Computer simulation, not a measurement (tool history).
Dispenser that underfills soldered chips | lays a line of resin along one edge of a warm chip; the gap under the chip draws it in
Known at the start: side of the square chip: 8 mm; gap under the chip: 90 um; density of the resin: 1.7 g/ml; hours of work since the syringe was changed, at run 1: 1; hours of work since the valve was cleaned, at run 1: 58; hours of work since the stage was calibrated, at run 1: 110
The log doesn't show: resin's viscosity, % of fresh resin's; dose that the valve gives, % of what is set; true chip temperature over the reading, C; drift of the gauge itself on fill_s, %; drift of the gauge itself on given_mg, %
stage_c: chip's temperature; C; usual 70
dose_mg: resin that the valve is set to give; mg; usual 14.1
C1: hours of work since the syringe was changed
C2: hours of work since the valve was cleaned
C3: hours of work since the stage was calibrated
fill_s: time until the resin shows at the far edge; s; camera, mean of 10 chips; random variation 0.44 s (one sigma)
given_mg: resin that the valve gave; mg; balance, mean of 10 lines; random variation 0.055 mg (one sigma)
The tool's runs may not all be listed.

run 1 hour=0 | stage_c=70 dose_mg=14.1 | C1=1 C2=58 C3=110 | fill_s=35.7 given_mg=13.7
-- hour=4.1 dispensing valve cleaned and set on the balance
run 2 hour=7.1 | stage_c=70 dose_mg=14.1 | C1=5 C2=2 C3=114 | fill_s=44.6 given_mg=14.02
-- hour=13 new syringe of resin
run 3 hour=13 | stage_c=70 dose_mg=14.1 | C1=0 C2=6 C3=118 | fill_s=33.1 given_mg=14.07
run 4 hour=19.6 | stage_c=70 dose_mg=17.9 | C1=5 C2=11 C3=123 | fill_s=39.9 given_mg=17.78
run 5 hour=23.2 | stage_c=70 dose_mg=14.1 | C1=7 C2=13 C3=125 | fill_s=47.3 given_mg=13.98
-- hour=26.3 new syringe of resin
run 6 hour=31.1 | stage_c=70 dose_mg=14.1 | C1=3 C2=19 C3=131 | fill_s=39.9 given_mg=14.02
run 7 hour=39 | stage_c=70 dose_mg=14.1 | C1=9 C2=24 C3=136 | fill_s=52.8 given_mg=13.94
-- hour=39.8 new syringe of resin
run 8 hour=45.1 | stage_c=70 dose_mg=14.1 | C1=4 C2=28 C3=140 | fill_s=40.6 given_mg=13.94
run 9 hour=50.2 | stage_c=70 dose_mg=16.4 | C1=7 C2=32 C3=144 | fill_s=47.9 given_mg=16.14
-- hour=53.1 new syringe of resin
run 10 hour=59.1 | stage_c=70 dose_mg=16.4 | C1=4 C2=38 C3=150 | fill_s=40.3 given_mg=16.13
run 11 hour=65.9 | stage_c=70 dose_mg=17.4 | C1=9 C2=43 C3=155 | fill_s=52.3 given_mg=17.01
-- hour=66.5 new syringe of resin
run 12 hour=73.9 | stage_c=70 dose_mg=13.5 | C1=5 C2=48 C3=160 | fill_s=42.9 given_mg=13.13
-- hour=79.9 new syringe of resin
run 13 hour=81 | stage_c=70 dose_mg=13.5 | C1=1 C2=53 C3=165 | fill_s=35.6 given_mg=13.14
run 14 hour=89 | stage_c=70 dose_mg=13.5 | C1=6 C2=59 C3=171 | fill_s=48.2 given_mg=13.03
-- hour=92.9 dispensing valve cleaned and set on the balance
-- hour=94.5 new syringe of resin
run 15 hour=98.6 | stage_c=70 dose_mg=13.1 | C1=3 C2=4 C3=177 | fill_s=39.8 given_mg=13.03
run 16 hour=105 | stage_c=70 dose_mg=13.1 | C1=7 C2=8 C3=181 | fill_s=49.7 given_mg=13.04
-- hour=107.9 new syringe of resin
run 17 hour=109.6 | stage_c=72 dose_mg=12.7 | C1=1 C2=11 C3=184 | fill_s=32.7 given_mg=12.56
run 18 hour=114.5 | stage_c=72 dose_mg=12.7 | C1=5 C2=15 C3=188 | fill_s=40.7 given_mg=12.63
run 19 hour=120.3 | stage_c=66 dose_mg=12.7 | C1=9 C2=19 C3=192 | fill_s=63.1 given_mg=12.57
-- hour=121.4 new syringe of resin
run 20 hour=125.5 | stage_c=67 dose_mg=14 | C1=3 C2=22 C3=195 | fill_s=45.4 given_mg=13.82
run 21 hour=130.5 | stage_c=67 dose_mg=14 | C1=6 C2=26 C3=199 | fill_s=53.4 given_mg=13.9
-- hour=134.9 new syringe of resin
run 22 hour=135.7 | stage_c=61 dose_mg=12.1 | C1=1 C2=29 C3=202 | fill_s=54.5 given_mg=11.95
run 23 hour=144.5 | stage_c=76 dose_mg=14.3 | C1=7 C2=36 C3=208 | fill_s=37.9 given_mg=14.09
-- hour=148.3 new syringe of resin
run 24 hour=153.2 | stage_c=76 dose_mg=14.3 | C1=3 C2=41 C3=214 | fill_s=32.1 given_mg=13.99
-- hour=161.6 new syringe of resin
run 25 hour=162 | stage_c=57 dose_mg=13.9 | C1=0 C2=48 C3=220 | fill_s=61.6 given_mg=13.49
run 26 hour=166.9 | stage_c=61 dose_mg=17.5 | C1=4 C2=51 C3=224 | fill_s=58.5 given_mg=17.25

Measured less the same run without the tool's hidden state. The same run-to-run variation is in both; the gauge's scatter may not be:
run=1 fill_s=+2.6 given_mg=-0.42
run=2 fill_s=+11 given_mg=-0.04
run=3 fill_s=+0.4 given_mg=-0.07
run=4 fill_s=+8.8 given_mg=-0.12
run=5 fill_s=+15 given_mg=-0.11
run=6 fill_s=+7.5 given_mg=-0.14
run=7 fill_s=+20.9 given_mg=-0.18
run=8 fill_s=+7.9 given_mg=-0.21
run=9 fill_s=+15.8 given_mg=-0.27
run=10 fill_s=+8.7 given_mg=-0.32
run=11 fill_s=+20.1 given_mg=-0.37
run=12 fill_s=+10.7 given_mg=-0.32
run=13 fill_s=+3.1 given_mg=-0.36
run=14 fill_s=+15 given_mg=-0.39
run=15 fill_s=+6.6 given_mg=-0.04
run=16 fill_s=+16.9 given_mg=-0.07
run=17 fill_s=+2.4 given_mg=-0.08
run=18 fill_s=+9.2 given_mg=-0.1
run=19 fill_s=+23.5 given_mg=-0.13
run=20 fill_s=+7.9 given_mg=-0.17
run=21 fill_s=+16.5 given_mg=-0.19
run=22 fill_s=+4.2 given_mg=-0.18
run=23 fill_s=+12.3 given_mg=-0.26
run=24 fill_s=+6.3 given_mg=-0.3
run=25 fill_s=+3.8 given_mg=-0.33
run=26 fill_s=+12.3 given_mg=-0.45

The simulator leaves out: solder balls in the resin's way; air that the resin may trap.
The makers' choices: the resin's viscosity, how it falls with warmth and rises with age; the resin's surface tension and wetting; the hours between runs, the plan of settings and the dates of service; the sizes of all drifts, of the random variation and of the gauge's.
